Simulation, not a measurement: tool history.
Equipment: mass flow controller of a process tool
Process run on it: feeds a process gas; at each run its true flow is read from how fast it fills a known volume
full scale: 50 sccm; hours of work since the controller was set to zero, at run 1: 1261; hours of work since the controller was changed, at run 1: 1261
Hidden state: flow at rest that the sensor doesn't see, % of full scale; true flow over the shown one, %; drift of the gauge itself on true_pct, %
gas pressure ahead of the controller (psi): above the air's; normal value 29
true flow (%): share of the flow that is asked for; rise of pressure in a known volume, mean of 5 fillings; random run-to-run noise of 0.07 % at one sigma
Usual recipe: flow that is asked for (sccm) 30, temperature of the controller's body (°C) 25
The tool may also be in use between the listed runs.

run,hour,flow that is asked for (sccm),gas pressure ahead of the controller (psi),temperature of the controller's body (°C),hours of work since the controller was set to zero,hours of work since the controller was changed,true flow (%)
1,0,30,29,25,1261,1261,98.18
2,98.7,30,29,28,1298,1298,98.22
3,220.4,30,29,28,1343,1343,98.1
4,290.6,30,29,33,1369,1369,98.21
5,428.5,30,29,25,1420,1420,98.09
6,574.3,17,29,25,1474,1474,97.06
7,694.4,17,29,25,1519,1519,97.04
8,778.3,17,29,25,1550,1550,96.89
9,900.6,17,29,25,1595,1595,96.91
10,1026.1,17,29,25,1642,1642,96.86
11,1108.8,17,29,25,1673,1673,96.85
12,1194.2,30,29,25,1705,1705,98
13,1284.9,11,29,25,1738,1738,96.31
14,1406.4,11,29,25,1783,1783,96.21
15,1499,11,29,25,1818,1818,96.14
16,1609.6,11,29,25,1859,1859,96.27
17,1758.3,11,29,25,1914,1914,96.17
18,1843.8,11,29,25,1946,1946,96.1
19,1911.4,30,29,36,1971,1971,98.18
20,2052,19,29,25,2023,2023,96.9
21,2141.2,19,29,25,2056,2056,97.01
22,2280.8,19,29,25,2108,2108,96.96
23,2431.9,30,29,25,2164,2164,97.81
24,2497.6,30,29,25,2189,2189,97.72
25,2646.2,36,29,25,2244,2244,98.25
26,2725.6,36,29,25,2273,2273,98.31
27,2855.9,8,35,32,2322,2322,95.35
28,2971.2,34,39.9,26,2365,2365,97.89
29,3070.3,25,31.6,26,2401,2401,97.28
30,3182.9,25,31.6,26,2443,2443,97.18
31,3290.8,25,31.6,26,2483,2483,97.32
32,3364.7,25,31.6,26,2511,2511,97.36
33,3502,6,37.1,25,2562,2562,94.3
34,3584.7,6,29.7,25,2592,2592,94.37
35,3673.3,5,22,25,2625,2625,94.06
36,3747.5,26,27.1,25,2653,2653,97.31
37,3894.1,47,24.5,40,2707,2707,99.45
38,3999.8,30,21.9,33,2747,2747,97.91
39,4093.1,30,21.9,33,2781,2781,97.86
40,4210.8,37,29,38,2825,2825,98.41
41,4324.1,37,31.6,21,2867,2867,97.96
42,4423.9,27,33.5,35,2904,2904,97.35
43,4506,27,33.5,35,2935,2935,97.53
44,4572.9,27,33.5,35,2959,2959,97.42
45,4658.8,27,33.5,35,2991,2991,97.5
46,4780.6,27,33.5,24,3037,3037,97.13

Predict the results of run 47:
47,4879.9,27,33.5,24,3074,3074,?

Run 47 gave true flow (%) 97.29.
Were there no unlogged condition in the tool, this run, its random variation unchanged, would have produced true flow (%) 98.53.
